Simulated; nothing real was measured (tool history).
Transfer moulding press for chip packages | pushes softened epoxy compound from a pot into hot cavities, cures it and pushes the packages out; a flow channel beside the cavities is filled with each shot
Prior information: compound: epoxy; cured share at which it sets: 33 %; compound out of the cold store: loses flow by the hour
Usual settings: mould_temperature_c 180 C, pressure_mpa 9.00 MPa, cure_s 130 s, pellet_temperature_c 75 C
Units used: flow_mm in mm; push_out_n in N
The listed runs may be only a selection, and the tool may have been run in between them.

| run | hour | mould_temperature_c | pressure_mpa | cure_s | pellet_temperature_c | incoming compound's hours out of the cold store | flow_mm | push_out_n |
|---|---|---|---|---|---|---|---|---|
| 1 | 0.0 | 180 | 9.00 | 130 | 75 | 30.9 | 750 | 708 |
|  | 4.9 | cavities cleaned with cleaning compound and waxed |
| 2 | 22.2 | 180 | 9.00 | 130 | 75 | 18.5 | 798 | 579 |
| 3 | 37.8 | 180 | 9.00 | 130 | 75 | 18.7 | 808 | 584 |
| 4 | 61.6 | 180 | 9.00 | 130 | 70 | 29.1 | 747 | 643 |
| 5 | 83.1 | 180 | 9.00 | 130 | 70 | 26.6 | 759 | 663 |
| 6 | 101.4 | 180 | 9.00 | 130 | 77 | 25.6 | 764 | 667 |
| 7 | 122.7 | 180 | 9.00 | 130 | 77 | 30.5 | 749 | 690 |
| 8 | 136.7 | 180 | 9.00 | 130 | 77 | 46.3 | 666 | 679 |
|  | 150.0 | cavities cleaned with cleaning compound and waxed |
| 9 | 150.7 | 180 | 9.00 | 130 | 75 | 42.6 | 690 | 520 |
| 10 | 174.2 | 180 | 9.00 | 130 | 75 | 36.9 | 716 | 557 |
| 11 | 197.9 | 180 | 9.00 | 130 | 75 | 13.3 | 811 | 650 |
| 12 | 217.0 | 180 | 9.00 | 130 | 75 | 23.6 | 756 | 645 |
| 13 | 230.2 | 180 | 9.00 | 130 | 75 | 14.7 | 812 | 664 |
| 14 | 243.3 | 180 | 9.00 | 130 | 75 | 29.3 | 729 | 681 |
| 15 | 265.5 | 180 | 9.00 | 130 | 75 | 14.4 | 812 | 710 |
| 16 | 277.9 | 180 | 9.00 | 130 | 75 | 26.8 | 745 | 703 |
|  | 295.4 | cavities cleaned with cleaning compound and waxed |
| 17 | 307.0 | 180 | 10.79 | 116 | 75 | 38.3 | 752 | 621 |
| 18 | 328.8 | 180 | 6.91 | 116 | 75 | 24.4 | 665 | 718 |
| 19 | 351.0 | 178 | 6.82 | 114 | 67 | 18.7 | 677 | 913 |
| 20 | 366.8 | 180 | 9.00 | 159 | 75 | 31.2 | 715 | 529 |
| 21 | 381.3 | 182 | 8.65 | 159 | 75 | 35.1 | 687 | 539 |
| 22 | 407.3 | 183 | 9.13 | 159 | 75 | 27.1 | 724 | 572 |
| 23 | 430.0 | 180 | 10.65 | 155 | 78 | 9.2 | 888 | 595 |
|  | 439.9 | cavities cleaned with cleaning compound and waxed |
|  | 446.6 | plunger's sealing rings changed |
| 24 | 455.6 | 180 | 10.65 | 155 | 78 | 16.0 | 937 | 481 |
| 25 | 483.0 | 180 | 10.65 | 155 | 78 | 42.0 | 776 | 482 |
| 26 | 498.8 | 180 | 10.65 | 144 | 67 | 39.3 | 787 | 546 |
| 27 | 528.0 | 187 | 6.87 | 111 | 70 | 35.4 | 630 | 563 |
| 28 | 550.1 | 180 | 10.04 | 112 | 75 | 17.7 | 875 | 886 |
| 29 | 569.7 | 178 | 9.00 | 130 | 75 | 18.9 | 834 | 785 |

How would selected steps in flow_mm from run to run divide? Give the signed amount a tool lacking its hidden state would still show from settings, what came in and random variation, and the signed amount left for the hidden state, including any gauge scatter that is not in both of the compared results.
Hidden state present: true mould temperature over the reading, C; pressure that reaches the compound, % of what is set; grip of the stained cavities, % over clean ones'; drift of the gauge itself on flow_mm, %; drift of the gauge itself on push_out_n, %.
Run 22 -> 23: mould_temperature_c 183 -> 180, pressure_mpa 9.13 -> 10.65, cure_s 159 -> 155, pellet_temperature_c 75 -> 78. flow_mm +164 mm: hidden state -15, all else +179.
Run 23 -> 24: cavities cleaned with cleaning compound and waxed, plunger's sealing rings changed. flow_mm +49 mm: hidden state +69, all else -20.
Run 27 -> 28: mould_temperature_c 187 -> 180, pressure_mpa 6.87 -> 10.04, cure_s 111 -> 112, pellet_temperature_c 70 -> 75. flow_mm +245 mm: hidden state -5, all else +250.
